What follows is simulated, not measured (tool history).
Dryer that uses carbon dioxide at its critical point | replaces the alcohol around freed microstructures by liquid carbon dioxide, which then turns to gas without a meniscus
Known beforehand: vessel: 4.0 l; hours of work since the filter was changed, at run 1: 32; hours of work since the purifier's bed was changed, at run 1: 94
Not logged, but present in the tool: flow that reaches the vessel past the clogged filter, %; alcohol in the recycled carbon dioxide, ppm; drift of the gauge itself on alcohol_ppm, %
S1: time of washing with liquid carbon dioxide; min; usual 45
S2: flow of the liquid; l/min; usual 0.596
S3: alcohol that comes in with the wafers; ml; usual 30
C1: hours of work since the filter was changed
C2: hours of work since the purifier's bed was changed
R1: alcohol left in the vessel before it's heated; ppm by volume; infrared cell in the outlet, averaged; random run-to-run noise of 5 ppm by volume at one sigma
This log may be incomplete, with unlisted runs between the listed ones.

| run | day | S1 | S2 | S3 | C1 | C2 | R1 |
|---|---|---|---|---|---|---|---|
| 1 | 0.000 | 45 | 0.596 | 30 | 32 | 94 | 53 |
| 2 | 0.604 | 45 | 0.596 | 30 | 37 | 100 | 58 |
| 3 | 1.062 | 28 | 0.596 | 30 | 41 | 104 | 195 |
| 4 | 1.354 | 28 | 0.596 | 30 | 44 | 107 | 204 |
| 5 | 1.671 | 45 | 0.375 | 30 | 47 | 109 | 208 |
| 6 | 2.008 | 45 | 0.375 | 30 | 50 | 112 | 203 |
| 7 | 2.467 | 30 | 0.375 | 30 | 54 | 117 | 631 |
| 8 | 2.733 | 30 | 0.375 | 30 | 56 | 119 | 615 |
| 9 | 3.038 | 30 | 0.375 | 30 | 59 | 122 | 641 |
| 10 | 3.604 | 30 | 0.375 | 30 | 64 | 127 | 637 |
| 11 | 4.092 | 45 | 0.596 | 30 | 69 | 131 | 61 |
| 12 | 4.542 | 45 | 0.596 | 30 | 73 | 135 | 66 |
| 13 | 5.167 | 45 | 0.596 | 30 | 78 | 141 | 72 |
| 14 | 5.779 | 45 | 0.596 | 43 | 84 | 146 | 84 |
| 15 | 6.338 | 45 | 0.596 | 30 | 89 | 151 | 72 |
| 16 | 6.600 | 45 | 0.596 | 30 | 91 | 154 | 78 |
| 17 | 7.221 | 48 | 0.596 | 30 | 97 | 159 | 68 |
| 18 | 7.558 | 48 | 0.596 | 30 | 100 | 162 | 72 |
| 19 | 7.921 | 36 | 0.635 | 109 | 103 | 166 | 231 |
| 20 | 8.412 | 36 | 0.708 | 58 | 107 | 170 | 103 |
| 21 | 8.796 | 38 | 0.596 | 30 | 111 | 173 | 114 |
| 22 | 9.350 | 40 | 0.596 | 102 | 116 | 178 | 202 |
| 23 | 9.875 | 40 | 0.641 | 43 | 121 | 183 | 95 |
| 24 | 10.312 | 40 | 0.430 | 45 | 124 | 187 | 350 |
| 25 | 10.883 | 40 | 0.430 | 45 | 130 | 192 | 353 |
| 26 | 11.238 | 40 | 0.430 | 45 | 133 | 195 | 354 |
| 27 | 11.700 | 45 | 0.996 | 29 | 137 | 199 | 58 |
| 28 | 12.062 | 35 | 0.596 | 23 | 140 | 203 | 142 |
| 29 | 12.458 | 45 | 0.417 | 30 | 144 | 206 | 207 |
| 30 | 12.775 | 45 | 0.417 | 30 | 147 | 209 | 206 |
| 31 | 13.192 | 38 | 0.417 | 72 | 150 | 213 | 710 |
| 32 | 13.562 | 44 | 0.596 | 26 | 154 | 216 | 99 |
| 33 | 14.096 | 52 | 0.517 | 25 | 158 | 221 | 92 |
| 34 | 14.683 | 52 | 0.517 | 25 | 164 | 226 | 97 |
| 35 | 14.996 | 39 | 0.473 | 29 | 167 | 229 | 234 |

What if the next run were any one of these 4? Each begins from the tool's condition after run 35:
| A | 15.500 | 43 | 0.473 | 29 | 171 | 234 | ? |
| B | 15.500 | 34 | 0.596 | 80 | 171 | 234 | ? |
| C | 15.500 | 40 | 0.925 | 64 | 171 | 234 | ? |
| D | 15.500 | 45 | 0.596 | 66 | 171 | 234 | ? |

| run | R1 |
|---|---|
| A | 182 |
| B | 396 |
| C | 80 |
| D | 138 |
With no hidden state in the tool, these same runs would have given:
| run | R1 |
|---|---|
| A | 60 |
| B | 178 |
| C | 6 |
| D | 31 |

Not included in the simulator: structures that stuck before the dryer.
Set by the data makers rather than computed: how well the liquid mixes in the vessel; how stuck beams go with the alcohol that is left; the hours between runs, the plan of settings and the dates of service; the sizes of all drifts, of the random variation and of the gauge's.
